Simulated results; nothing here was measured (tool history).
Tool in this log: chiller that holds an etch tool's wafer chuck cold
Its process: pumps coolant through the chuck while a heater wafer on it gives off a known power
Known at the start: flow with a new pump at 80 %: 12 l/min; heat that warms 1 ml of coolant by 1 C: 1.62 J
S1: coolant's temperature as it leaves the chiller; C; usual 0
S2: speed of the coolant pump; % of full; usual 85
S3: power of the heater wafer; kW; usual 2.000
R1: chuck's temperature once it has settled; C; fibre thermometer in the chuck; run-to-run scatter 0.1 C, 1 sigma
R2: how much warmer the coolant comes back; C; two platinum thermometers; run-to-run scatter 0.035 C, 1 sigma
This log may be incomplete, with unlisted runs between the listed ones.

run 1 hour=0.0 | S1=0 S2=85 S3=2.000 | R1=25.9 R2=5.91
run 2 hour=36.4 | S1=10 S2=85 S3=2.000 | R1=35.8 R2=5.97
run 3 hour=70.2 | S1=10 S2=78 S3=2.000 | R1=37.3 R2=6.56
run 4 hour=105.4 | S1=0 S2=85 S3=2.000 | R1=26.1 R2=6.07
run 5 hour=144.6 | S1=0 S2=85 S3=2.000 | R1=26.2 R2=5.99
run 6 hour=166.1 | S1=0 S2=85 S3=2.000 | R1=26.0 R2=5.97
run 7 hour=209.8 | S1=0 S2=85 S3=2.000 | R1=26.3 R2=6.04
run 8 hour=253.7 | S1=-3 S2=85 S3=2.000 | R1=23.0 R2=6.04
run 9 hour=295.5 | S1=-3 S2=85 S3=2.000 | R1=23.2 R2=6.02
run 10 hour=324.7 | S1=-3 S2=85 S3=2.000 | R1=22.9 R2=6.02
run 11 hour=366.1 | S1=-3 S2=85 S3=2.000 | R1=23.2 R2=6.01
run 12 hour=391.2 | S1=-3 S2=85 S3=2.000 | R1=23.3 R2=6.07
run 13 hour=410.5 | S1=-3 S2=85 S3=2.000 | R1=23.4 R2=6.03
run 14 hour=451.0 | S1=0 S2=85 S3=2.000 | R1=26.3 R2=6.08
run 15 hour=486.7 | S1=0 S2=85 S3=1.386 | R1=17.9 R2=4.22
run 16 hour=527.4 | S1=0 S2=85 S3=1.386 | R1=17.7 R2=4.20
run 17 hour=555.7 | S1=0 S2=85 S3=1.386 | R1=18.0 R2=4.17
run 18 hour=599.8 | S1=3 S2=64 S3=1.997 | R1=33.4 R2=8.07
run 19 hour=641.2 | S1=3 S2=64 S3=1.997 | R1=33.2 R2=8.08
run 20 hour=672.9 | S1=3 S2=64 S3=1.997 | R1=33.4 R2=8.08
run 21 hour=703.3 | S1=3 S2=64 S3=1.997 | R1=33.4 R2=8.15
run 22 hour=737.3 | S1=1 S2=83 S3=2.000 | R1=27.3 R2=6.20
run 23 hour=770.4 | S1=-5 S2=92 S3=2.866 | R1=30.7 R2=8.04
run 24 hour=809.4 | S1=-5 S2=92 S3=1.950 | R1=19.2 R2=5.48
run 25 hour=829.9 | S1=-5 S2=92 S3=1.950 | R1=19.2 R2=5.49
run 26 hour=863.8 | S1=-5 S2=92 S3=1.950 | R1=19.2 R2=5.46
run 27 hour=902.0 | S1=-5 S2=92 S3=1.950 | R1=19.2 R2=5.45
run 28 hour=927.4 | S1=-5 S2=92 S3=1.950 | R1=19.2 R2=5.46
run 29 hour=961.1 | S1=-9 S2=83 S3=2.301 | R1=21.4 R2=7.23
run 30 hour=987.4 | S1=-8 S2=83 S3=1.700 | R1=14.6 R2=5.38
run 31 hour=1007.1 | S1=-8 S2=83 S3=1.700 | R1=14.6 R2=5.29
run 32 hour=1044.0 | S1=8 S2=98 S3=1.081 | R1=21.1 R2=2.86

Between the runs listed above, the log contained 2 entries, not reproduced here. Where in the sequence does each belong, and how does what the log doesn't record of the tool's condition differ from the listed run before to the listed run after?
From run 12 to run 13: chiller's thermometer calibrated (hour 394.6)
  heat passed by the chuck's channels, % of clean ones': 89.2 -> 89.1; coolant's true temperature over the reading, C: 0.46 -> 0.6
  measured value less the no-hidden-state value, R1: +3.4 -> +3.5 C; R2: +0.24 -> +0.23 C
From run 14 to run 15: chiller's thermometer calibrated, once more (hour 470.4)
  flow at a given pump speed, % of a new pump's: 96 -> 95.9; coolant's true temperature over the reading, C: 0.61 -> -0.07
  measured value less the no-hidden-state value, R1: +3.6 -> +2.1 C; R2: +0.25 -> +0.17 C
